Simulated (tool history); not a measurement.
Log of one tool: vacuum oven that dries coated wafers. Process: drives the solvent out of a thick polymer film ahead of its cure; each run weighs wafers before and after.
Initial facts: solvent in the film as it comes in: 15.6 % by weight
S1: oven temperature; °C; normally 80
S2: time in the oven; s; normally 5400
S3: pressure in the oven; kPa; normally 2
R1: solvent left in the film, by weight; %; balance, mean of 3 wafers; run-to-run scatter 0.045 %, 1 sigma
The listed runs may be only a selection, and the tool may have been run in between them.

run,hour,S1,S2,S3,R1
1,0,80,5400,2,3.93
2,20.7,80,5400,3.17,5.84
3,39.8,80,5400,3.17,5.89
4,67.5,80,5400,3.17,5.81
5,80.8,80,5400,2,3.92
6,108.5,88,5400,2,2.64
7,131.4,80,5400,2,3.95
8,146,80,5400,2,3.98
9,168.6,80,5400,2,3.94
10,184.5,80,5400,2,3.9
11,198.5,80,5400,2,3.91
12,215.6,80,5400,2,3.99
13,237.4,80,5400,2,3.91
14,266.5,80,5400,2.08,4.06
15,285.7,80,5400,2.08,4.04
16,300.7,80,5400,2.08,4.1
17,329.9,88,5400,2.08,2.79
18,352.3,80,3900,2,4.5
19,373.1,80,3900,2,4.46
20,395.7,80,5400,2,3.94
21,415.5,80,5400,2,4.01
22,438.1,80,5400,2,4.04
23,460.4,80,5400,2,3.92
24,488.1,80,5400,2,3.96
25,512.4,80,5400,2,3.96
26,529.1,79,8580,3.77,7.1
27,557,79,8580,3.77,6.93
28,573.2,76,4020,2,5.69
29,594,68,5400,2.28,8.41
30,609.1,82,9540,2,3.38
31,637.1,82,9540,2,3.4
32,660.6,82,9540,2,3.46
33,676.9,93,3300,1.48,1.81
34,694.3,66,3840,6.23,15.54
35,717.9,67,5400,1.91,8.12
36,746.7,67,5400,1.91,8.09
# hour 776: oven's thermocouples calibrated
37,776.9,76,3900,1.85,6.47
38,798.1,86,5400,6.79,10.24
39,825.1,78,6120,1.04,3.22
40,844.7,78,6120,1.04,3.21
41,874.8,71,4800,1.51,7.04
42,896.8,87,3120,1.14,2.69
43,909.8,87,3120,1.14,2.73
44,926.2,81,2760,1.4,5.13
45,954.4,81,4500,1.07,3.18
46,968.7,92,6600,4.11,5
47,992.7,77,6720,3.93,9.06

Predict each of these 4 candidate next runs independently; none follows another, all start after run 47:
A,1020.9,83,3540,7.13,?
B,1020.9,92,3360,4.65,?
C,1020.9,78,6720,1.7,?
D,1020.9,77,7080,4.76,?

run,R1
A,12.22
B,5.92
C,4.35
D,10.7
Stripped of hidden state, with their random variation kept, the same runs would have yielded:
run,R1
A,11.88
B,5.64
C,3.86
D,10.22
